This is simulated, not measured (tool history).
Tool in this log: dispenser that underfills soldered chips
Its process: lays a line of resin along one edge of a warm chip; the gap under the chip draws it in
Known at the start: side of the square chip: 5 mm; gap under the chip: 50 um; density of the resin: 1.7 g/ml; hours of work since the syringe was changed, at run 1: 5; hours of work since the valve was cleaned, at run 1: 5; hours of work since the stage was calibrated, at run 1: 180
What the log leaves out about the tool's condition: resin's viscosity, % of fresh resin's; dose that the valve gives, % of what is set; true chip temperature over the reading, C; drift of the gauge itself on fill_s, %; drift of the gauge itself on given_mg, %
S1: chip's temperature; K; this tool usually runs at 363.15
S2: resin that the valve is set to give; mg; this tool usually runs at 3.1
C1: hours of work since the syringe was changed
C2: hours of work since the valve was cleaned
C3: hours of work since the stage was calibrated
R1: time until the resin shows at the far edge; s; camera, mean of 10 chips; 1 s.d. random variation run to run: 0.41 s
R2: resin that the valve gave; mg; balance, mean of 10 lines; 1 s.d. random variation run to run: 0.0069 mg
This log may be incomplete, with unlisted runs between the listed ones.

run	day	S1	S2	C1	C2	C3	R1	R2
1	0	363.15	3.1	5	5	180	44.1	3.087
# day 0.438: new syringe of resin
2	0.471	363.15	3.1	0	12	187	30.5	3.063
3	0.708	363.15	3.1	4	16	190	39.9	3.059
4	0.942	363.15	3.1	7	19	193	50.7	3.039
# day 1.221: new syringe of resin
5	1.296	363.15	3.1	1	24	198	32.5	3.03
6	1.692	363.15	3.1	7	30	204	49	3.019
# day 2.025: new syringe of resin
7	2.133	363.15	3.1	2	36	211	33.7	2.986
8	2.321	363.15	3.1	4	39	213	41.5	2.981
9	2.762	363.15	3.1	11	45	220	68.6	2.979
# day 2.808: new syringe of resin
# day 3.246: dispensing valve cleaned and set on the balance
10	3.25	363.15	3.1	6	0	226	45.4	3.099
# day 3.629: new syringe of resin
11	3.629	377.15	3.1	0	5	232	16.8	3.086
12	3.942	363.15	3.36	5	10	236	39.9	3.327
13	4.167	363.15	3.36	8	13	239	51.7	3.335
14	4.383	363.15	3.1	11	16	243	66.3	3.051
# day 4.421: new syringe of resin
15	4.842	363.15	3.1	6	23	249	47.7	3.026
# day 5.212: new syringe of resin
16	5.308	363.15	3.1	1	30	256	33.1	3.015
17	5.7	363.15	3.1	7	35	262	51.8	3.002
# day 5.992: new syringe of resin
18	5.992	363.15	2.94	0	40	266	31.3	2.842
19	6.292	353.15	2.94	4	44	270	66.2	2.824
20	6.604	355.15	3.11	9	49	275	81.7	2.974
# day 6.788: new syringe of resin
# day 6.858: dispensing valve cleaned and set on the balance
21	7.062	366.15	2.76	3	3	281	35.4	2.765
22	7.492	369.15	3.33	10	9	287	47.1	3.318
# day 7.608: new syringe of resin
23	7.746	361.15	3.07	2	13	290	38.7	3.055
24	8.112	361.15	3.07	7	18	296	57	3.044
25	8.346	351.15	3.1	11	22	299	114.2	3.041
# day 8.392: new syringe of resin
26	8.708	369.15	3.28	5	27	304	33.7	3.215
27	8.958	369.15	3.28	8	30	308	43.3	3.195
# day 9.179: new syringe of resin
28	9.288	369.15	3.28	2	35	313	26.3	3.18
29	9.5	350.15	3.28	5	38	316	74.7	3.174
30	9.754	349.15	3.01	8	42	320	107	2.887
# day 9.971: new syringe of resin
31	10.108	368.15	2.82	2	47	325	30	2.714
# day 10.458: dispensing valve cleaned and set on the balance
32	10.533	350.15	3.51	8	1	330	94.3	3.516
# day 10.8: new syringe of resin
33	10.967	350.15	3.51	2	7	336	62.5	3.499
34	11.158	378.15	2.88	5	10	339	25.2	2.862
# day 11.588: new syringe of resin
35	11.629	377.15	2.88	1	17	346	18.2	2.843
36	12.042	349.15	2.93	7	23	352	92.9	2.887

Alternative continuations, all from the tool just after run 36; predict every row:
A	12.308	349.15	3.3	11	27	356	?	?
B	12.308	359.15	2.64	11	27	356	?	?
C	12.308	372.15	2.72	11	27	356	?	?
D	12.308	361.15	3.64	11	27	356	?	?

run	R1	R2
A	122.2	3.219
B	82.7	2.575
C	46.7	2.659
D	71.4	3.557
The same runs, with their run-to-run variation unchanged, on a tool lacking any hidden condition would have given:
run	R1	R2
A	52.1	3.293
B	35.7	2.635
C	20.2	2.72
D	30.7	3.639
